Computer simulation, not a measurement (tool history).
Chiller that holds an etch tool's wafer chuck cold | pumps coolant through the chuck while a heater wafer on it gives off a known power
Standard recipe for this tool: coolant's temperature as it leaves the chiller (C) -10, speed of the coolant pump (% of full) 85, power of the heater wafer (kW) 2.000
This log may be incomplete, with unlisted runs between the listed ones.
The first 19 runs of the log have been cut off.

| run | hour | coolant's temperature as it leaves the chiller (C) | speed of the coolant pump (% of full) | power of the heater wafer (kW) | chuck's temperature once it has settled (C) | how much warmer the coolant comes back (C) |
|---|---|---|---|---|---|---|
| 20 | 2163.9 | -10 | 86 | 2.000 | 12.0 | 8.70 |
| 21 | 2260.0 | -16 | 80 | 2.000 | 7.3 | 9.41 |
| 22 | 2369.8 | -10 | 77 | 2.313 | 18.0 | 11.34 |
|  | 2415.6 | coolant pump overhauled |
| 23 | 2454.0 | -10 | 85 | 1.573 | 6.2 | 6.11 |
| 24 | 2571.9 | -5 | 85 | 2.926 | 24.5 | 11.42 |
| 25 | 2652.9 | -10 | 90 | 1.973 | 9.4 | 7.24 |
| 26 | 2808.3 | -7 | 62 | 2.411 | 25.0 | 12.97 |
| 27 | 2888.6 | -7 | 62 | 2.411 | 25.2 | 13.01 |
| 28 | 3040.0 | -5 | 85 | 1.105 | 7.2 | 4.36 |
| 29 | 3119.9 | -5 | 85 | 1.105 | 7.2 | 4.39 |
| 30 | 3235.9 | -18 | 78 | 1.602 | 0.5 | 6.98 |
| 31 | 3345.4 | -10 | 73 | 1.443 | 7.9 | 6.66 |

3 ways to go on from here, each from the tool as it stands after run 31. What would each give?
| A | 3436.8 | -10 | 79 | 1.443 | ? | ? |
| B | 3436.8 | -15 | 94 | 1.443 | ? | ? |
| C | 3436.8 | -11 | 68 | 1.443 | ? | ? |

| run | chuck's temperature once it has settled (C) | how much warmer the coolant comes back (C) |
|---|---|---|
| A | 7.0 | 6.24 |
| B | -0.2 | 5.26 |
| C | 8.2 | 7.28 |
With no hidden state in the tool, these same runs would have given:
| run | chuck's temperature once it has settled (C) | how much warmer the coolant comes back (C) |
|---|---|---|
| A | 3.6 | 5.97 |
| B | -3.3 | 5.03 |
| C | 4.5 | 6.97 |
